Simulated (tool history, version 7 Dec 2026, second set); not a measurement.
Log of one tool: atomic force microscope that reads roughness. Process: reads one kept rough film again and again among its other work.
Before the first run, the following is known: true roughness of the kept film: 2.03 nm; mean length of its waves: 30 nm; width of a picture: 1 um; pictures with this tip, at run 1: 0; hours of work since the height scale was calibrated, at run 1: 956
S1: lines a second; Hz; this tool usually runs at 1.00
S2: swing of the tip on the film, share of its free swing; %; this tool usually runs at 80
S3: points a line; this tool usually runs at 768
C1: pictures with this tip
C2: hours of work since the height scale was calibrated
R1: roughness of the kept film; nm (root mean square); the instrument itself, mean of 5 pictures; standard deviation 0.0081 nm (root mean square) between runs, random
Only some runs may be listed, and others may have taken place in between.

run,hour,S1,S2,S3,C1,C2,R1
1,0.0,1.00,80,768,0,956,1.802
2,19.8,1.00,80,464,25,968,1.756
3,40.5,1.00,80,464,51,980,1.715
4,72.7,1.00,80,464,92,999,1.674
5,106.7,1.00,80,768,135,1020,1.635
6,131.5,1.00,80,768,166,1034,1.579
# hour 143.3: new tip fitted
7,170.0,1.00,80,768,34,1057,1.730
8,206.0,1.00,80,768,79,1078,1.684
9,228.0,1.00,80,768,107,1091,1.656
10,246.4,1.00,80,768,130,1102,1.635
11,276.2,1.00,80,768,168,1120,1.587
# hour 285.5: new tip fitted
12,304.0,1.00,80,768,24,1136,1.770
13,341.4,3.11,80,768,71,1158,1.554
14,366.0,3.11,80,768,102,1173,1.521
15,382.8,1.00,87,768,123,1183,1.629
16,419.0,1.00,80,777,169,1204,1.595
# hour 427.6: new tip fitted
17,437.5,1.00,80,777,13,1215,1.787
18,466.5,1.00,59,768,50,1232,1.804
# hour 470.1: height scale calibrated on a step standard
19,494.3,3.39,80,768,84,14,1.531
20,526.4,3.39,80,768,124,33,1.491
21,554.2,3.39,80,768,159,50,1.451
# hour 570.5: new tip fitted
22,576.1,3.39,80,768,7,63,1.612
23,594.6,1.00,80,768,31,74,1.781
24,632.5,1.00,80,768,79,96,1.716
25,664.6,1.00,80,768,119,115,1.663
26,692.3,1.00,80,768,155,132,1.616
# hour 696.7: height scale calibrated on a step standard, once more
# hour 713.0: new tip fitted
27,725.7,0.90,61,366,16,17,1.819
28,758.9,0.90,61,366,58,37,1.739
29,782.7,0.87,76,548,88,51,1.685
30,808.1,0.87,76,515,120,66,1.646
31,829.6,0.58,75,338,147,79,1.608
# hour 857.4: new tip fitted
32,869.5,3.92,64,601,15,102,1.711
33,899.7,3.92,64,601,53,120,1.645
34,915.8,3.15,56,737,74,129,1.683
35,941.3,0.62,56,737,106,145,1.691
36,963.6,0.62,56,737,134,158,1.676
# hour 1000.2: new tip fitted
37,1001.7,2.94,76,268,2,180,1.632
38,1036.5,1.75,56,615,46,201,1.777
39,1075.1,1.00,84,768,95,224,1.634
40,1105.5,2.99,80,768,133,242,1.469
41,1127.3,1.23,57,553,161,255,1.633
# hour 1141.9: new tip fitted
42,1164.3,0.83,63,268,28,276,1.766
43,1181.2,1.00,80,323,50,286,1.699
44,1218.1,1.00,83,768,96,308,1.625
45,1253.8,0.74,67,429,141,329,1.636
# hour 1284.8: new tip fitted
46,1291.3,1.12,82,768,8,351,1.758
47,1330.1,1.00,71,478,57,374,1.711
48,1354.4,0.76,88,371,88,389,1.637
49,1391.8,2.22,80,768,135,411,1.514
50,1424.5,0.85,84,1017,177,430,1.559
# hour 1428.4: new tip fitted
51,1454.2,1.00,80,521,33,448,1.742

Describe how what the log doesn't record of the tool's condition differs between the last listed run preceding each entry between runs and the first listed run following it.
In the gap between runs 6 and 7: new tip fitted (hour 143.3)
  radius of the tip, nm: 26.8 -> 14.3; height scale over the true one, %: 1.73 -> 1.77
  measured value less the no-hidden-state value, R1: -0.186 -> -0.030 nm (root mean square)
In the gap between runs 11 and 12: new tip fitted (hour 285.5)
  radius of the tip, nm: 27 -> 12.5; height scale over the true one, %: 1.88 -> 1.9
  measured value less the no-hidden-state value, R1: -0.185 -> -0.003 nm (root mean square)
In the gap between runs 16 and 17: new tip fitted (hour 427.6)
  radius of the tip, nm: 26 -> 11.3; height scale over the true one, %: 2.02 -> 2.04
  measured value less the no-hidden-state value, R1: -0.172 -> +0.017 nm (root mean square)
In the gap between runs 18 and 19: height scale calibrated on a step standard (hour 470.1)
  radius of the tip, nm: 14.9 -> 18; height scale over the true one, %: 2.07 -> 2.67
  measured value less the no-hidden-state value, R1: -0.035 -> -0.058 nm (root mean square)
In the gap between runs 21 and 22: new tip fitted (hour 570.5)
  radius of the tip, nm: 25.5 -> 10.9; height scale over the true one, %: 2.73 -> 2.75
  measured value less the no-hidden-state value, R1: -0.141 -> +0.032 nm (root mean square)
In the gap between runs 26 and 27: height scale calibrated on a step standard, once more (hour 696.7); new tip fitted (hour 713.0)
  radius of the tip, nm: 25.5 -> 11.7; height scale over the true one, %: 2.87 -> -0.01
  measured value less the no-hidden-state value, R1: -0.154 -> -0.025 nm (root mean square)
In the gap between runs 31 and 32: new tip fitted (hour 857.4)
  radius of the tip, nm: 23.8 -> 11.9; height scale over the true one, %: 0.09 -> 0.13
  measured value less the no-hidden-state value, R1: -0.180 -> -0.024 nm (root mean square)
In the gap between runs 36 and 37: new tip fitted (hour 1000.2)
  radius of the tip, nm: 23.3 -> 10.5; height scale over the true one, %: 0.23 -> 0.27
  measured value less the no-hidden-state value, R1: -0.177 -> -0.002 nm (root mean square)
In the gap between runs 41 and 42: new tip fitted (hour 1141.9)
  radius of the tip, nm: 25.5 -> 13.4; height scale over the true one, %: 0.39 -> 0.43
  measured value less the no-hidden-state value, R1: -0.199 -> -0.041 nm (root mean square)
In the gap between runs 45 and 46: new tip fitted (hour 1284.8)
  radius of the tip, nm: 24.5 -> 11.7; height scale over the true one, %: 0.52 -> 0.55
  measured value less the no-hidden-state value, R1: -0.185 -> -0.014 nm (root mean square)
In the gap between runs 50 and 51: new tip fitted (hour 1428.4)
  radius of the tip, nm: 28.1 -> 13.3; height scale over the true one, %: 0.69 -> 0.72
  measured value less the no-hidden-state value, R1: -0.218 -> -0.034 nm (root mean square)

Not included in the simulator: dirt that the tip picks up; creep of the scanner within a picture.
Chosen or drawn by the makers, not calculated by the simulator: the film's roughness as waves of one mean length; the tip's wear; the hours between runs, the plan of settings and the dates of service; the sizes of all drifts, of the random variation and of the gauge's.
